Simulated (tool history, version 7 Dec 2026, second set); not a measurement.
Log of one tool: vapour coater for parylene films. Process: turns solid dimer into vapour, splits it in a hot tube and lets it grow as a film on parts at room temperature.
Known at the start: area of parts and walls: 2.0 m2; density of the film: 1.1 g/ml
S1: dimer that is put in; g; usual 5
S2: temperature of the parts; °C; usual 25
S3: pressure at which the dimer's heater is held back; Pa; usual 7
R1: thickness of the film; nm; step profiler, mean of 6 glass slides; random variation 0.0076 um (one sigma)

| run | day | S1 | S2 | S3 | R1 |
|---|---|---|---|---|---|
| 1 | 0 | 5 | 25 | 7 | 1154 |
| 2 | 0.933 | 5 | 25 | 7 | 1140 |
| 3 | 1.708 | 5 | 24 | 7 | 1185 |
| 4 | 2.35 | 5 | 24 | 7 | 1171 |
| 5 | 2.942 | 5 | 24 | 7 | 1175 |
| 6 | 3.588 | 5 | 24 | 7 | 1173 |
| 7 | 4.138 | 5 | 24 | 7 | 1168 |
| 8 | 4.842 | 5 | 25 | 7 | 1144 |
| 9 | 5.746 | 5 | 25 | 7 | 1111 |
| 10 | 6.879 | 4 | 25 | 7 | 901 |
| 11 | 7.375 | 4 | 25 | 7 | 905 |
| 12 | 8.471 | 4 | 25 | 7 | 916 |
| 13 | 9.479 | 5 | 25 | 8.92 | 1061 |
| 14 | 10.267 | 5 | 25 | 7 | 1121 |
| 15 | 10.925 | 5 | 25 | 7 | 1134 |
| 16 | 11.779 | 5 | 25 | 7 | 1135 |
| 17 | 12.592 | 5 | 25 | 7 | 1131 |
| 18 | 13.358 | 4 | 25 | 7 | 895 |
| 19 | 14.188 | 6 | 25 | 7 | 1348 |
| 20 | 15.204 | 6 | 27 | 5.1 | 1510 |
| 21 | 16.283 | 5 | 22 | 7 | 1346 |
| 22 | 17.117 | 8 | 28 | 7 | 1827 |
| 23 | 18.192 | 7 | 28 | 2.87 | 1944 |
| 24 | 18.796 | 7 | 28 | 2.87 | 1952 |
| 25 | 19.292 | 2 | 25 | 2.75 | 597 |
| 26 | 19.925 | 2 | 25 | 2.75 | 608 |
| 27 | 20.675 | 6 | 32 | 2.97 | 1477 |
| 28 | 21.267 | 6 | 34 | 6.7 | 1170 |
| 29 | 22.375 | 6 | 34 | 6.7 | 1167 |
| 30 | 23.129 | 9 | 22 | 2.53 | 3014 |
| 31 | 23.862 | 8 | 21 | 7 | 2180 |
| 32 | 24.962 | 3 | 28 | 7 | 664 |
| 33 | 25.671 | 4 | 28 | 7 | 882 |
| 34 | 26.667 | 4 | 23 | 7 | 1019 |
| 35 | 27.296 | 2 | 20 | 2.05 | 731 |
| 36 | 27.792 | 2 | 19 | 7.48 | 560 |
| 37 | 28.808 | 6 | 24 | 3.94 | 1701 |

Not shown: 1 entry that the log had between the listed runs. Between which runs, and how does the tool's hidden state differ before and after?
Between runs 19 and 20: trap's valve overhauled (day 15.204)
  vapour lost through the trap's worn valve, %: 9.9 -> 0.3; true temperature of the parts over the reading, C: -1.12 -> -1.13
  measured less the result without the state, R1: -104 -> +41 nm
